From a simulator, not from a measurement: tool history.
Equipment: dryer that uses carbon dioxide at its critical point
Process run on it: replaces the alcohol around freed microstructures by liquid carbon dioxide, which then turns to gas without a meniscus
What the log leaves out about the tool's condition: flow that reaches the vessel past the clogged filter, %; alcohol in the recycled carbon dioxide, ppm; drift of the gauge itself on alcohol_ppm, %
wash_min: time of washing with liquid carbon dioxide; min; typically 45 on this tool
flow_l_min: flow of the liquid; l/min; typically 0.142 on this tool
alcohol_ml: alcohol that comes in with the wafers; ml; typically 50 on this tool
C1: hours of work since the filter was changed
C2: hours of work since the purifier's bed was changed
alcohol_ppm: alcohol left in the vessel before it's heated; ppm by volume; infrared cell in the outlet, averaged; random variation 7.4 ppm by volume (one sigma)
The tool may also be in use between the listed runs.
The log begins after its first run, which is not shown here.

{"run": 2, "hour": 11.1, "wash_min": 45, "flow_l_min": 0.142, "alcohol_ml": 32, "C1": 468, "C2": 444, "alcohol_ppm": 573}
{"run": 3, "hour": 35.1, "wash_min": 45, "flow_l_min": 0.142, "alcohol_ml": 32, "C1": 483, "C2": 459, "alcohol_ppm": 601}
{"hour": 41.0, "done": "inlet filter changed"}
{"run": 4, "hour": 50.9, "wash_min": 45, "flow_l_min": 0.142, "alcohol_ml": 107, "C1": 6, "C2": 469, "alcohol_ppm": 964}
{"run": 5, "hour": 76.8, "wash_min": 45, "flow_l_min": 0.142, "alcohol_ml": 50, "C1": 23, "C2": 485, "alcohol_ppm": 561}
{"run": 6, "hour": 103.4, "wash_min": 45, "flow_l_min": 0.142, "alcohol_ml": 50, "C1": 40, "C2": 503, "alcohol_ppm": 554}
{"hour": 120.1, "done": "purifier's bed changed"}
{"run": 7, "hour": 121.3, "wash_min": 45, "flow_l_min": 0.142, "alcohol_ml": 50, "C1": 50, "C2": 1, "alcohol_ppm": 393}
{"run": 8, "hour": 132.8, "wash_min": 29, "flow_l_min": 0.142, "alcohol_ml": 50, "C1": 57, "C2": 8, "alcohol_ppm": 2224}
{"run": 9, "hour": 150.3, "wash_min": 45, "flow_l_min": 0.138, "alcohol_ml": 50, "C1": 69, "C2": 19, "alcohol_ppm": 479}
{"run": 10, "hour": 164.1, "wash_min": 45, "flow_l_min": 0.138, "alcohol_ml": 50, "C1": 78, "C2": 28, "alcohol_ppm": 484}
{"run": 11, "hour": 189.6, "wash_min": 42, "flow_l_min": 0.142, "alcohol_ml": 50, "C1": 94, "C2": 45, "alcohol_ppm": 587}
{"run": 12, "hour": 209.7, "wash_min": 45, "flow_l_min": 0.142, "alcohol_ml": 30, "C1": 107, "C2": 58, "alcohol_ppm": 288}
{"run": 13, "hour": 223.0, "wash_min": 45, "flow_l_min": 0.142, "alcohol_ml": 30, "C1": 116, "C2": 66, "alcohol_ppm": 274}
{"run": 14, "hour": 235.1, "wash_min": 45, "flow_l_min": 0.142, "alcohol_ml": 30, "C1": 123, "C2": 74, "alcohol_ppm": 292}
{"run": 15, "hour": 256.1, "wash_min": 45, "flow_l_min": 0.142, "alcohol_ml": 30, "C1": 137, "C2": 88, "alcohol_ppm": 297}
{"run": 16, "hour": 281.9, "wash_min": 45, "flow_l_min": 0.108, "alcohol_ml": 23, "C1": 154, "C2": 104, "alcohol_ppm": 699}
{"run": 17, "hour": 306.6, "wash_min": 45, "flow_l_min": 0.157, "alcohol_ml": 57, "C1": 169, "C2": 120, "alcohol_ppm": 352}
{"run": 18, "hour": 318.8, "wash_min": 45, "flow_l_min": 0.157, "alcohol_ml": 57, "C1": 177, "C2": 128, "alcohol_ppm": 356}
{"run": 19, "hour": 334.3, "wash_min": 46, "flow_l_min": 0.188, "alcohol_ml": 28, "C1": 187, "C2": 138, "alcohol_ppm": 102}
{"run": 20, "hour": 346.8, "wash_min": 46, "flow_l_min": 0.188, "alcohol_ml": 28, "C1": 195, "C2": 146, "alcohol_ppm": 88}
{"run": 21, "hour": 368.2, "wash_min": 49, "flow_l_min": 0.142, "alcohol_ml": 50, "C1": 209, "C2": 160, "alcohol_ppm": 376}
{"run": 22, "hour": 391.9, "wash_min": 47, "flow_l_min": 0.092, "alcohol_ml": 45, "C1": 225, "C2": 175, "alcohol_ppm": 2138}
{"run": 23, "hour": 412.6, "wash_min": 64, "flow_l_min": 0.096, "alcohol_ml": 61, "C1": 238, "C2": 189, "alcohol_ppm": 826}
{"run": 24, "hour": 425.2, "wash_min": 34, "flow_l_min": 0.202, "alcohol_ml": 20, "C1": 246, "C2": 197, "alcohol_ppm": 201}

Run 25, settings as shown, results not yet in. Your forecast:
{"run": 25, "hour": 441.5, "wash_min": 69, "flow_l_min": 0.13, "alcohol_ml": 21, "C1": 257, "C2": 207, "alcohol_ppm": "?"}

Run 25 yielded alcohol_ppm 102 ppm by volume.
Were there no unlogged condition in the tool, this run, its random variation unchanged, would have produced alcohol_ppm 25 ppm by volume.
